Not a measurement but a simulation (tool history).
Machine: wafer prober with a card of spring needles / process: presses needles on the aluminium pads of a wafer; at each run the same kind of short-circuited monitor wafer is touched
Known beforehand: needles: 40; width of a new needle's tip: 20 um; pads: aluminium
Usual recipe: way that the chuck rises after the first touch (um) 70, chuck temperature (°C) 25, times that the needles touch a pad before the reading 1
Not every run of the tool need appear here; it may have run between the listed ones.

run	hour	way that the chuck rises after the first touch (um)	chuck temperature (°C)	times that the needles touch a pad before the reading	resistance of one needle with its contact and lead (mohm)	way that a needle slides on the pad (um)
1	0	70	25	1	212	11.8
# hour 17: tips cleaned on abrasive film
2	17	70	25	1	333	11.81
3	32.7	70	103	1	310	11.91
# hour 37.1: tips cleaned on abrasive film
4	46.2	70	103	1	259	11.83
# hour 57.2: tips cleaned on abrasive film
5	58.5	61	25	1	204	10.3
# hour 77.1: tips cleaned on abrasive film
6	79.3	70	25	1	204	11.66
7	93.9	70	25	1	271	11.77
# hour 97.3: tips cleaned on abrasive film
# hour 107: tips cleaned on abrasive film, once more
8	109.3	70	25	1	204	11.68
9	126.3	70	25	1	283	11.79
# hour 127.6: tips cleaned on abrasive film
10	139.8	70	25	1	264	11.68
# hour 147.8: tips cleaned on abrasive film
11	157.5	70	25	1	249	11.69
# hour 169.1: tips cleaned on abrasive film
12	178.8	70	25	1	254	11.7
# hour 189: tips cleaned on abrasive film
13	191.4	70	25	1	202	11.71
# hour 208.9: tips cleaned on abrasive film
14	212.7	70	25	1	221	11.65
# hour 229.9: tips cleaned on abrasive film
15	234	70	25	1	225	11.69
16	243.1	70	25	1	274	11.56
# hour 249.8: tips cleaned on abrasive film
17	253.4	70	25	1	218	11.59
# hour 271.2: tips cleaned on abrasive film
18	274.3	70	25	1	210	11.59
19	285.8	86	25	3	195	14.3
# hour 291.7: tips cleaned on abrasive film
20	299	70	25	2	216	11.62
# hour 312.6: tips cleaned on abrasive film
21	316.8	70	25	2	204	11.49
22	328.8	79	81	1	264	13.09
# hour 333.4: tips cleaned on abrasive film
23	347.3	57	124	3	248	9.23
# hour 353.5: tips cleaned on abrasive film
24	361	65	124	1	271	10.68
25	372.9	70	119	3	231	11.5
# hour 374.4: tips cleaned on abrasive film
26	387.8	70	25	2	237	11.52
# hour 395.3: tips cleaned on abrasive film
27	403.5	63	63	3	220	10.34
28	414.5	55	114	1	364	8.91
# hour 416.1: tips cleaned on abrasive film
29	430	55	34	1	352	8.96
# hour 436.5: tips cleaned on abrasive film
30	447.6	53	25	1	356	8.54
# hour 457.7: tips cleaned on abrasive film
# hour 458: height of the first contact set anew
31	467.6	58	39	1	285	9.95
# hour 478.1: tips cleaned on abrasive film
32	487	58	39	1	285	9.87

For some of the steps in resistance of one needle with its contact and lead (mohm) from one run to the next: how much would appear even if the tool had no hidden state, given the settings, what came in and random variation, and how much remains for the hidden state plus any gauge scatter that the measured result and the result without hidden state don't share?
The tool's hidden condition here consists of: debris on the tips, nm; way that the needles fall short of the set height, um; tips' diameter, um; drift of the gauge itself on contact_mohm, %; drift of the gauge itself on scrub_um, %.
Run 1 -> 2: tips cleaned on abrasive film. resistance of one needle with its contact and lead (mohm) +121: hidden state +119, all else +2.
Run 8 -> 9: settings left as they were, no log entry in between. resistance of one needle with its contact and lead (mohm) +79: hidden state +83, all else -4.
Run 27 -> 28: way that the chuck rises after the first touch (um) 63 -> 55, chuck temperature (°C) 63 -> 114, times that the needles touch a pad before the reading 3 -> 1. resistance of one needle with its contact and lead (mohm) +144: hidden state +133, all else +11.
